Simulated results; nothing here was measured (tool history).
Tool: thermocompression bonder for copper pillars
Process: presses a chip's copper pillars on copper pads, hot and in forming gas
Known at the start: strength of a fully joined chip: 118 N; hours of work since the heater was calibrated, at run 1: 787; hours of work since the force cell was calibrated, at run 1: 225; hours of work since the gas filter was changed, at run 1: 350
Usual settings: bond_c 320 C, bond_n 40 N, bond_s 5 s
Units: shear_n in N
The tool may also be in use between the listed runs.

run	day	bond_c	bond_n	bond_s	hours of work since the heater was calibrated	hours of work since the force cell was calibrated	hours of work since the gas filter was changed	shear_n
1	0	320	40	5	787	225	350	46.3
2	0.529	320	40	5	792	231	356	47.2
3	0.862	318	40	5	796	234	359	46.3
4	1.446	320	37	5	802	240	365	43.8
5	1.983	320	40	5	807	245	370	46.5
6	2.617	320	27	5	813	252	376	29.5
# day 3.167: forming gas filter changed
7	3.167	320	27	5	819	257	0	32.4
8	3.504	320	27	5	822	260	3	31.6
9	4.179	320	27	5	829	267	10	32
10	4.571	320	27	5	833	271	14	30.9
11	5.117	320	27	5	838	276	20	31.1
12	5.733	320	27	5	844	282	26	31.2
13	6.017	320	27	5	847	285	28	30.9
14	6.4	320	46	5	851	289	32	55.4
# day 6.504: force cell calibrated
15	6.808	320	46	5	854	3	36	55.1
16	7.162	320	46	5	858	7	39	54.8
17	7.808	320	46	5	864	13	46	53.7
18	8.242	320	40	5	869	17	50	46.3
# day 8.367: force cell calibrated, once more
19	8.625	320	40	5	872	3	53	47.3
20	9.242	320	40	12	878	9	60	67
21	9.625	320	40	12	882	13	63	65.9
22	10.212	338	30	9	888	18	69	56.3
23	10.775	338	58	12	893	24	75	99
24	11.129	338	58	12	897	28	78	97.8
25	11.712	302	30	11	903	33	84	37.3
26	12.071	336	31	4	906	37	88	42.6
27	12.421	344	30	13	910	41	91	67.6
28	12.775	343	40	5	913	44	95	62.7
29	13.412	342	50	4	920	50	101	71.5
30	13.883	328	49	15	924	55	106	86.2
31	14.492	328	49	15	931	61	112	87.2
32	15.096	328	49	15	937	67	118	86.7
33	15.508	347	25	5	941	71	122	40.6
34	15.812	336	49	13	944	74	125	88
35	16.483	326	41	3	950	81	132	43.6
36	16.846	320	43	5	954	85	135	50.8
37	17.408	323	33	3	960	90	141	32.4
38	17.775	302	49	8	963	94	145	54.6
39	18.233	302	49	8	968	99	149	55.3
40	18.892	302	49	8	975	105	156	54.6
41	19.425	302	49	8	980	111	161	54.7

Hidden state or all else? Some run-to-run changes of shear_n, split into what the settings, what came in and random variation would give without the hidden state, and what is left for the hidden state (with any gauge scatter that isn't in both results):
The hidden state here: true temperature of the bond over the reading, C; force that reaches the chip, % of what is set; oxide that the forming gas leaves, % of the face; drift of the gauge itself on shear_n, %.
Run 5 -> 6: bond_n 40 -> 27. shear_n -17 N: hidden state +1.7, all else -18.7.
Run 13 -> 14: bond_n 27 -> 46. shear_n +24.5 N: hidden state -1.5, all else +26.
Run 24 -> 25: bond_c 338 -> 302, bond_n 58 -> 30, bond_s 12 -> 11. shear_n -60.5 N: hidden state +0.3, all else -60.8.
Run 32 -> 33: bond_c 328 -> 347, bond_n 49 -> 25, bond_s 15 -> 5. shear_n -46.1 N: hidden state +1.4, all else -47.5.
Run 33 -> 34: bond_c 347 -> 336, bond_n 25 -> 49, bond_s 5 -> 13. shear_n +47.4 N: hidden state -1.2, all else +48.6.
Run 37 -> 38: bond_c 323 -> 302, bond_n 33 -> 49, bond_s 3 -> 8. shear_n +22.2 N: hidden state -1.9, all else +24.1.

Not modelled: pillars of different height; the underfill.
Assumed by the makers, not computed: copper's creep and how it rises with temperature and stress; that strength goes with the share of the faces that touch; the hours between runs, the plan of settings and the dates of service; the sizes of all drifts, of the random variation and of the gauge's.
